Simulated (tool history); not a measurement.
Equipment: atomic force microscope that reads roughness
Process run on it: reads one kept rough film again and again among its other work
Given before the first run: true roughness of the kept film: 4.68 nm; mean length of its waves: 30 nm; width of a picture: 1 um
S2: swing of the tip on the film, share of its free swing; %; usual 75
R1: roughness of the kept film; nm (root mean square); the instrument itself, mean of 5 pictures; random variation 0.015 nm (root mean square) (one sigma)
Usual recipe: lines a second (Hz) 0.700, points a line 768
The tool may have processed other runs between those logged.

run 1 hour=0.0 | lines_a_second_(Hz)=0.700 S2=75 points_a_line=768 | R1=2.879
run 2 hour=4.4 | lines_a_second_(Hz)=3.921 S2=75 points_a_line=768 | R1=2.252
run 3 hour=9.9 | lines_a_second_(Hz)=3.921 S2=75 points_a_line=768 | R1=2.212
run 4 hour=17.3 | lines_a_second_(Hz)=0.700 S2=75 points_a_line=768 | R1=2.638
run 5 hour=26.4 | lines_a_second_(Hz)=0.700 S2=75 points_a_line=768 | R1=2.523
run 6 hour=32.9 | lines_a_second_(Hz)=0.700 S2=75 points_a_line=768 | R1=2.470
run 7 hour=37.4 | lines_a_second_(Hz)=0.700 S2=75 points_a_line=540 | R1=2.403
run 8 hour=44.7 | lines_a_second_(Hz)=0.700 S2=75 points_a_line=540 | R1=2.324
run 9 hour=54.9 | lines_a_second_(Hz)=0.700 S2=75 points_a_line=540 | R1=2.242
-- hour=59.3 new tip fitted
run 10 hour=63.2 | lines_a_second_(Hz)=0.700 S2=75 points_a_line=540 | R1=3.539
run 11 hour=73.7 | lines_a_second_(Hz)=1.026 S2=75 points_a_line=768 | R1=3.245
run 12 hour=78.6 | lines_a_second_(Hz)=1.026 S2=75 points_a_line=768 | R1=3.154
run 13 hour=84.0 | lines_a_second_(Hz)=0.700 S2=89 points_a_line=768 | R1=2.964
run 14 hour=88.3 | lines_a_second_(Hz)=1.236 S2=66 points_a_line=980 | R1=3.045
run 15 hour=93.3 | lines_a_second_(Hz)=0.700 S2=70 points_a_line=314 | R1=2.967
run 16 hour=102.8 | lines_a_second_(Hz)=0.700 S2=70 points_a_line=314 | R1=2.840
run 17 hour=110.4 | lines_a_second_(Hz)=0.700 S2=70 points_a_line=314 | R1=2.718
run 18 hour=115.3 | lines_a_second_(Hz)=2.358 S2=81 points_a_line=722 | R1=2.237
run 19 hour=121.9 | lines_a_second_(Hz)=0.520 S2=88 points_a_line=927 | R1=2.505
run 20 hour=126.9 | lines_a_second_(Hz)=0.807 S2=56 points_a_line=978 | R1=2.591
run 21 hour=132.5 | lines_a_second_(Hz)=0.807 S2=56 points_a_line=978 | R1=2.546
run 22 hour=138.3 | lines_a_second_(Hz)=3.002 S2=56 points_a_line=978 | R1=2.358
run 23 hour=144.1 | lines_a_second_(Hz)=1.769 S2=89 points_a_line=585 | R1=1.922
run 24 hour=152.7 | lines_a_second_(Hz)=0.700 S2=55 points_a_line=734 | R1=2.338
-- hour=159.9 new tip fitted
run 25 hour=162.7 | lines_a_second_(Hz)=1.075 S2=63 points_a_line=262 | R1=3.561

Alternative continuations, all from the tool just after run 25; predict every row:
run A hour=171.6 | lines_a_second_(Hz)=2.734 S2=65 points_a_line=265 | R1=?
run B hour=171.6 | lines_a_second_(Hz)=1.252 S2=57 points_a_line=656 | R1=?
run C hour=171.6 | lines_a_second_(Hz)=1.488 S2=82 points_a_line=559 | R1=?

run=A R1=3.126
run=B R1=3.434
run=C R1=3.038
Take away the tool's hidden state, keep each run's random variation, and the runs would have read:
run=A R1=3.414
run=B R1=3.751
run=C R1=3.318

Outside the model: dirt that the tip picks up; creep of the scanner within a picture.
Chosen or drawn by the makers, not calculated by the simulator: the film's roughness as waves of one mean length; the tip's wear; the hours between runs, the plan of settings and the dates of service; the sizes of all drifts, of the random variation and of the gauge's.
